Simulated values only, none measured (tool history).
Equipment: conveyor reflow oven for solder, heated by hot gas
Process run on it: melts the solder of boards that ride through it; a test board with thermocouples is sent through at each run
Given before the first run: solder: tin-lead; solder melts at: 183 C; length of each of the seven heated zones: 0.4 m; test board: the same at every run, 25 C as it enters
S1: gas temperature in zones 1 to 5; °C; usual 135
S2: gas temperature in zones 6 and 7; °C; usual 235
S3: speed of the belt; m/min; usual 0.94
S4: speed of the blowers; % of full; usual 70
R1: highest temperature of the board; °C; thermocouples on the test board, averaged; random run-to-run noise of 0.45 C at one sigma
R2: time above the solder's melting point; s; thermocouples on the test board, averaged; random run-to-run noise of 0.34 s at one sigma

{"run": 1, "day": 0.0, "S1": 135, "S2": 235, "S3": 0.94, "S4": 70, "R1": 214.3, "R2": 35.1}
{"run": 2, "day": 0.333, "S1": 135, "S2": 235, "S3": 0.94, "S4": 70, "R1": 214.5, "R2": 35.1}
{"run": 3, "day": 0.554, "S1": 135, "S2": 235, "S3": 0.94, "S4": 70, "R1": 214.7, "R2": 35.2}
{"run": 4, "day": 0.946, "S1": 135, "S2": 235, "S3": 0.94, "S4": 70, "R1": 214.5, "R2": 35.8}
{"run": 5, "day": 1.117, "S1": 135, "S2": 235, "S3": 0.94, "S4": 70, "R1": 214.3, "R2": 35.4}
{"run": 6, "day": 1.425, "S1": 135, "S2": 235, "S3": 0.94, "S4": 70, "R1": 213.8, "R2": 36.2}
{"run": 7, "day": 1.775, "S1": 135, "S2": 235, "S3": 0.94, "S4": 70, "R1": 214.1, "R2": 35.5}
{"run": 8, "day": 2.125, "S1": 135, "S2": 235, "S3": 0.94, "S4": 70, "R1": 214.5, "R2": 35.6}
{"run": 9, "day": 2.517, "S1": 135, "S2": 235, "S3": 0.94, "S4": 70, "R1": 215.8, "R2": 35.4}
{"run": 10, "day": 2.875, "S1": 135, "S2": 235, "S3": 0.94, "S4": 70, "R1": 214.5, "R2": 35.8}
{"run": 11, "day": 3.125, "S1": 135, "S2": 235, "S3": 0.94, "S4": 70, "R1": 213.9, "R2": 35.8}
{"run": 12, "day": 3.325, "S1": 135, "S2": 235, "S3": 0.94, "S4": 70, "R1": 214.4, "R2": 35.6}
{"run": 13, "day": 3.592, "S1": 135, "S2": 235, "S3": 0.94, "S4": 70, "R1": 214.5, "R2": 35.8}
{"run": 14, "day": 3.938, "S1": 135, "S2": 235, "S3": 0.94, "S4": 70, "R1": 215, "R2": 35.3}
{"run": 15, "day": 4.325, "S1": 135, "S2": 235, "S3": 0.94, "S4": 70, "R1": 214, "R2": 35.2}
{"run": 16, "day": 4.725, "S1": 135, "S2": 235, "S3": 0.94, "S4": 70, "R1": 214.4, "R2": 35.5}
{"run": 17, "day": 4.912, "S1": 127, "S2": 235, "S3": 0.94, "S4": 63, "R1": 209.5, "R2": 31.1}
{"run": 18, "day": 5.271, "S1": 127, "S2": 235, "S3": 0.94, "S4": 63, "R1": 210.5, "R2": 30.7}
{"run": 19, "day": 5.65, "S1": 127, "S2": 235, "S3": 0.94, "S4": 63, "R1": 210.6, "R2": 31.2}
{"run": 20, "day": 5.9, "S1": 124, "S2": 246, "S3": 0.896, "S4": 72, "R1": 223.8, "R2": 40.1}
{"run": 21, "day": 6.083, "S1": 147, "S2": 225, "S3": 0.789, "S4": 61, "R1": 211.2, "R2": 45.3}
{"run": 22, "day": 6.271, "S1": 139, "S2": 235, "S3": 0.94, "S4": 89, "R1": 219.6, "R2": 39.6}
{"run": 23, "day": 6.542, "S1": 139, "S2": 235, "S3": 1.019, "S4": 72, "R1": 212.6, "R2": 32.2}
{"run": 24, "day": 6.838, "S1": 139, "S2": 229, "S3": 1.009, "S4": 72, "R1": 208.8, "R2": 30.1}
{"run": 25, "day": 7.096, "S1": 139, "S2": 229, "S3": 1.106, "S4": 58, "R1": 200.3, "R2": 20.8}
{"run": 26, "day": 7.346, "S1": 139, "S2": 229, "S3": 1.106, "S4": 58, "R1": 199.5, "R2": 20.6}
{"run": 27, "day": 7.571, "S1": 139, "S2": 229, "S3": 1.106, "S4": 58, "R1": 199.9, "R2": 20.7}
{"run": 28, "day": 7.958, "S1": 142, "S2": 229, "S3": 0.949, "S4": 58, "R1": 206.4, "R2": 31.2}
{"run": 29, "day": 8.225, "S1": 142, "S2": 234, "S3": 1.038, "S4": 58, "R1": 207.3, "R2": 27.8}
{"run": 30, "day": 8.471, "S1": 135, "S2": 248, "S3": 0.94, "S4": 77, "R1": 227.4, "R2": 42.3}
{"run": 31, "day": 8.85, "S1": 135, "S2": 248, "S3": 0.94, "S4": 77, "R1": 227.9, "R2": 41.9}

Alternative continuations, all from the tool just after run 31; predict every row:
{"run": "A", "day": 9.2, "S1": 134, "S2": 238, "S3": 0.94, "S4": 70, "R1": "?", "R2": "?"}
{"run": "B", "day": 9.2, "S1": 144, "S2": 248, "S3": 0.978, "S4": 82, "R1": "?", "R2": "?"}
{"run": "C", "day": 9.2, "S1": 135, "S2": 239, "S3": 0.94, "S4": 77, "R1": "?", "R2": "?"}

run=A R1=216.4 R2=36.9
run=B R1=229.4 R2=42.8
run=C R1=220.5 R2=38.5
Without the tool's hidden state the same runs would have given:
run=A R1=216.5 R2=37
run=B R1=229.5 R2=42.8
run=C R1=220.6 R2=38.5
